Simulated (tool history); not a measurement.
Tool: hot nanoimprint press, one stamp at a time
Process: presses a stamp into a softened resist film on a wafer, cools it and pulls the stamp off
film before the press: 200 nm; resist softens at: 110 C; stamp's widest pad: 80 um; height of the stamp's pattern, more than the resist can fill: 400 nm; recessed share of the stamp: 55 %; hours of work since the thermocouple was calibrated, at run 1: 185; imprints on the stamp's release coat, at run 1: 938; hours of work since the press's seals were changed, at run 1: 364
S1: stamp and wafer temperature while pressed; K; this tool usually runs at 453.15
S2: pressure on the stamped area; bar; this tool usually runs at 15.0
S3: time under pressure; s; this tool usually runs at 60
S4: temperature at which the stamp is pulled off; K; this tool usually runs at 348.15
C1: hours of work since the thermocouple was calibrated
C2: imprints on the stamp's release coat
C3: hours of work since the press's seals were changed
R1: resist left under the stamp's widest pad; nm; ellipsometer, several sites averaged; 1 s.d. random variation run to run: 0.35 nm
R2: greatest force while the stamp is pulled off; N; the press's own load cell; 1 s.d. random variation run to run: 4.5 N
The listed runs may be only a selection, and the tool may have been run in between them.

run   hour      S1    S2   S3      S4   C1    C2   C3     R1   R2
  1    0.0  453.15  15.0   60  348.15  185   938  364  124.6  265
  2   36.9  453.15  15.0   60  348.15  203  1005  382  124.0  274
  3   70.5  453.15  11.6   60  348.15  219  1065  398  135.8  275
  4   88.1  453.15  13.2   60  348.15  227  1096  406  129.8  277
  5  117.2  453.15  13.2   60  348.15  241  1148  420  130.2  278
  6  147.4  453.15  13.2   60  348.15  256  1202  435  130.8  275
  7  181.1  453.15  13.2   60  348.15  272  1263  451  131.3  280
  8  201.3  453.15  13.2   60  348.15  281  1299  460  131.4  280
     232.0  -- plate thermocouple calibrated
  9  233.7  453.15  13.2   99  348.15    1  1351  474  107.5  287
 10  252.0  453.15  15.0   42  348.15   10  1384  483  133.4  281
 11  268.0  453.15  15.0   42  348.15   17  1413  491  133.4  269
 12  283.4  453.15  15.0   60  348.15   24  1440  498  120.7  283
 13  318.1  453.15  15.0   60  348.15   41  1502  514  120.5  279
 14  338.2  453.15  15.0   60  348.15   51  1538  524  121.1  289
 15  365.6  453.15  15.0   60  348.15   64  1587  537  120.8  292
 16  390.7  458.15   9.3   31  348.15   76  1632  549  148.1  291
 17  419.1  448.15  22.8  108  355.15   89  1683  562  100.0  260
 18  448.1  442.15  10.0   33  344.15  103  1735  576  181.6  315
 19  469.2  453.15  15.0   33  335.15  113  1773  586  143.5  371
 20  496.7  443.15  15.0   60  348.15  126  1822  599  156.4  312
 21  533.7  442.15  13.0   60  342.15  144  1888  617  163.8  340
 22  553.1  442.15  13.0   60  342.15  153  1923  626  164.3  337
 23  583.8  442.15  13.0   60  342.15  167  1978  641  164.2  331
 24  603.2  453.15  15.0  119  346.15  177  2013  650   97.9  332
 25  640.3  453.15  15.0  119  346.15  194  2079  668   97.4  331
 26  676.5  453.15  15.0  119  346.15  212  2144  685   98.3  329
 27  696.6  445.15  16.4   38  348.15  221  2180  695  161.5  325
     715.5  -- stamp cleaned and given a new release coat
 28  734.6  464.15  14.9   48  348.15  236    34  710   97.8  229
 29  753.7  464.15  22.9   59  355.15  245    68  719   74.9  194
 30  779.4  449.15  15.8   60  348.15  258   114  731  136.6  232

Here are 4 independent what-if runs from the current tool condition. What would each one return?
  A  794.8  462.15   9.9  60  348.15  265  142  738   ?   ?
  B  794.8  456.15  11.7  75  348.15  265  142  738   ?   ?
  C  794.8  453.15  11.7  60  348.15  265  142  738   ?   ?
  D  794.8  442.15  14.5  30  348.15  265  142  738   ?   ?

run     R1   R2
  A  112.8  224
  B  116.6  233
  C  134.8  226
  D  178.7  231
Had the tool no hidden state, the same runs would have come out as:
run     R1   R2
  A  109.0  215
  B  112.3  223
  C  130.6  216
  D  176.0  221

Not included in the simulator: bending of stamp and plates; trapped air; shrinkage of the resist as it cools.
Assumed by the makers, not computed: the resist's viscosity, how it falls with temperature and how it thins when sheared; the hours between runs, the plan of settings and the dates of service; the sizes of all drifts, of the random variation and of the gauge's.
